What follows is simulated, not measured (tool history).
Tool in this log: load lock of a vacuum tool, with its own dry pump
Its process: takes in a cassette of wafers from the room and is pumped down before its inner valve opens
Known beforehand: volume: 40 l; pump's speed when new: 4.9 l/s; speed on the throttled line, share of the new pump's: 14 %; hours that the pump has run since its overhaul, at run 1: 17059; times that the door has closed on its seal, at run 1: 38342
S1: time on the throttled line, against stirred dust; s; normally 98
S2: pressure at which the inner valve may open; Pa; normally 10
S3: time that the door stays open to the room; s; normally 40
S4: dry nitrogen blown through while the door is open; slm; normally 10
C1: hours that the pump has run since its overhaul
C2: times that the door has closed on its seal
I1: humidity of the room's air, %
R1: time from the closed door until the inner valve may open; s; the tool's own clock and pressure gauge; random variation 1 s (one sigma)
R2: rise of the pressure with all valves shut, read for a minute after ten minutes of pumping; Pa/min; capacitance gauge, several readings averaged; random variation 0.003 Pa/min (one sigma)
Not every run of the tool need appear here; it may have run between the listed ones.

Run 1, hour 0.0: usual settings; C1 17059; C2 38342; I1 46.3. Result: R1 168.3 s, R2 0.355 Pa/min.
Run 2, hour 561.7: usual settings; C1 17620; C2 40403; I1 45.8. Result: R1 168.6 s, R2 0.380 Pa/min.
Run 3, hour 1185.5: usual settings; C1 18244; C2 42693; I1 45.4. Result: R1 167.5 s, R2 0.420 Pa/min.
Run 4, hour 1757.8: usual settings; C1 18817; C2 44793; I1 44.9. Result: R1 168.0 s, R2 0.455 Pa/min.
Run 5, hour 2142.8: usual settings but S3 61 s; C1 19202; C2 46206; I1 44.7. Result: R1 171.6 s, R2 0.496 Pa/min.
Run 6, hour 2539.0: usual settings but S3 61 s; C1 19598; C2 47660; I1 45.5. Result: R1 169.9 s, R2 0.519 Pa/min.
At hour 3018.6: door's seal changed, seat wiped.
Run 7, hour 3117.0: usual settings but S3 61 s; C1 20174; C2 361; I1 45.9. Result: R1 169.5 s, R2 0.044 Pa/min.
Run 8, hour 3435.6: usual settings but S1 119 s, S3 41 s; C1 20493; C2 1530; I1 47.3. Result: R1 187.3 s, R2 0.044 Pa/min.
Run 9, hour 3700.5: usual settings but S1 104 s, S2 12 Pa, S3 64 s, S4 7 slm; C1 20758; C2 2502; I1 44.6. Result: R1 171.9 s, R2 0.057 Pa/min.
At hour 3778.2: dry pump taken out, an overhauled one fitted.
Run 10, hour 4057.2: usual settings but S2 15 Pa, S3 171 s; C1 279; C2 3789; I1 47.0. Result: R1 157.6 s, R2 0.092 Pa/min.
Run 11, hour 4499.6: usual settings but S2 15 Pa, S3 171 s; C1 721; C2 5413; I1 44.5. Result: R1 154.7 s, R2 0.102 Pa/min.
Run 12, hour 4916.5: usual settings but S2 15 Pa, S3 171 s; C1 1138; C2 6943; I1 46.1. Result: R1 156.4 s, R2 0.112 Pa/min.

Below are 3 alternative next runs, each starting from the tool's condition after run 12. Predict each:
Run A, hour 5488.6: usual settings but S2 15 Pa, S3 99 s; C1 1710; C2 9042; I1 44.0. Result: R1 ?, R2 ?.
Run B, hour 5488.6: usual settings but S3 177 s; C1 1710; C2 9042; I1 46.0. Result: R1 ?, R2 ?.
Run C, hour 5488.6: usual settings but S2 15 Pa, S3 171 s, S4 9 slm; C1 1710; C2 9042; I1 49.1. Result: R1 ?, R2 ?.

run     R1     R2
  A  159.8  0.104
  B  162.2  0.124
  C  157.8  0.132
Without the tool's hidden state the same runs would have given:
run     R1     R2
  A  158.2  0.059
  B  160.6  0.079
  C  156.3  0.087
